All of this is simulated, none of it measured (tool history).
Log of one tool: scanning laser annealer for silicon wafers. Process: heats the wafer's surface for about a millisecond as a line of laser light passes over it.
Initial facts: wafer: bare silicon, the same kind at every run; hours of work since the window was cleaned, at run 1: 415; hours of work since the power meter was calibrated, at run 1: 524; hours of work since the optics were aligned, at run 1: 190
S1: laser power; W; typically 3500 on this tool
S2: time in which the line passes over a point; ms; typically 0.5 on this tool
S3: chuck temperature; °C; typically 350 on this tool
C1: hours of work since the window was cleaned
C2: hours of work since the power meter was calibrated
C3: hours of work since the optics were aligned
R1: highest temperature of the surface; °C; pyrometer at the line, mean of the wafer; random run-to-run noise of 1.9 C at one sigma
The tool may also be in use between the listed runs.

Run 1, hour 0: usual settings; C1 415; C2 524; C3 190. Result: R1 1092 °C.
Run 2, hour 56: usual settings; C1 457; C2 566; C3 232. Result: R1 1092 °C.
Run 3, hour 87.8: usual settings but S2 0.437 ms; C1 480; C2 590; C3 255. Result: R1 1040 °C.
Run 4, hour 113.2: usual settings but S3 338 °C; C1 499; C2 609; C3 275. Result: R1 1078 °C.
Run 5, hour 146.1: usual settings but S1 3341 W; C1 524; C2 633; C3 299. Result: R1 1060 °C.
Run 6, hour 176.4: usual settings but S1 3341 W; C1 547; C2 656; C3 322. Result: R1 1058 °C.
Run 7, hour 212.3: usual settings but S1 3341 W; C1 574; C2 683; C3 349. Result: R1 1059 °C.
Run 8, hour 263.9: usual settings but S3 328 °C; C1 612; C2 722; C3 388. Result: R1 1070 °C.
Run 9, hour 309.1: usual settings but S3 348 °C; C1 646; C2 756; C3 421. Result: R1 1091 °C.
Run 10, hour 349.1: usual settings but S3 348 °C; C1 676; C2 786; C3 451. Result: R1 1092 °C.
Run 11, hour 374.3: usual settings but S3 353 °C; C1 695; C2 804; C3 470. Result: R1 1092 °C.
Run 12, hour 398.3: usual settings but S3 353 °C; C1 713; C2 822; C3 488. Result: R1 1097 °C.
Run 13, hour 451.2: usual settings but S1 3177 W, S2 0.592 ms; C1 753; C2 862; C3 528. Result: R1 1083 °C.
Run 14, hour 476.8: usual settings but S1 3111 W, S2 0.508 ms, S3 321 °C; C1 772; C2 881; C3 547. Result: R1 984 °C.
At hour 514.5: window over the wafer cleaned.
Run 15, hour 535.3: usual settings but S1 3111 W, S2 0.508 ms, S3 321 °C; C1 16; C2 924; C3 589. Result: R1 981 °C.
Run 16, hour 580.1: usual settings but S1 3732 W, S2 0.432 ms, S3 353 °C; C1 49; C2 957; C3 623. Result: R1 1089 °C.
Run 17, hour 622.7: usual settings but S1 3676 W, S3 385 °C; C1 81; C2 989; C3 655. Result: R1 1168 °C.
Run 18, hour 678.3: usual settings but S1 3676 W, S3 385 °C; C1 123; C2 1031; C3 697. Result: R1 1166 °C.
Run 19, hour 708.2: usual settings but S1 3676 W, S3 385 °C; C1 145; C2 1053; C3 719. Result: R1 1169 °C.
Run 20, hour 764.3: usual settings but S1 3784 W, S2 0.45 ms, S3 388 °C; C1 187; C2 1095; C3 761. Result: R1 1148 °C.
Run 21, hour 815.2: usual settings but S1 3809 W, S2 0.363 ms, S3 351 °C; C1 225; C2 1133; C3 799. Result: R1 1036 °C.
Run 22, hour 870.7: usual settings but S2 0.574 ms, S3 322 °C; C1 267; C2 1175; C3 841. Result: R1 1126 °C.

Alternative continuations, all from the tool just after run 22; predict every row:
Run A, hour 897.3: usual settings but S1 3103 W, S2 0.574 ms, S3 341 °C; C1 287; C2 1195; C3 861. Result: R1 ?.
Run B, hour 897.3: usual settings but S1 3506 W, S2 0.352 ms, S3 333 °C; C1 287; C2 1195; C3 861. Result: R1 ?.
Run C, hour 897.3: usual settings but S1 3761 W, S2 0.41 ms, S3 364 °C; C1 287; C2 1195; C3 861. Result: R1 ?.

run    R1
  A  1046
  B   955
  C  1086
Stripped of hidden state, with their random variation kept, the same runs would have yielded:
run    R1
  A  1047
  B   955
  C  1086
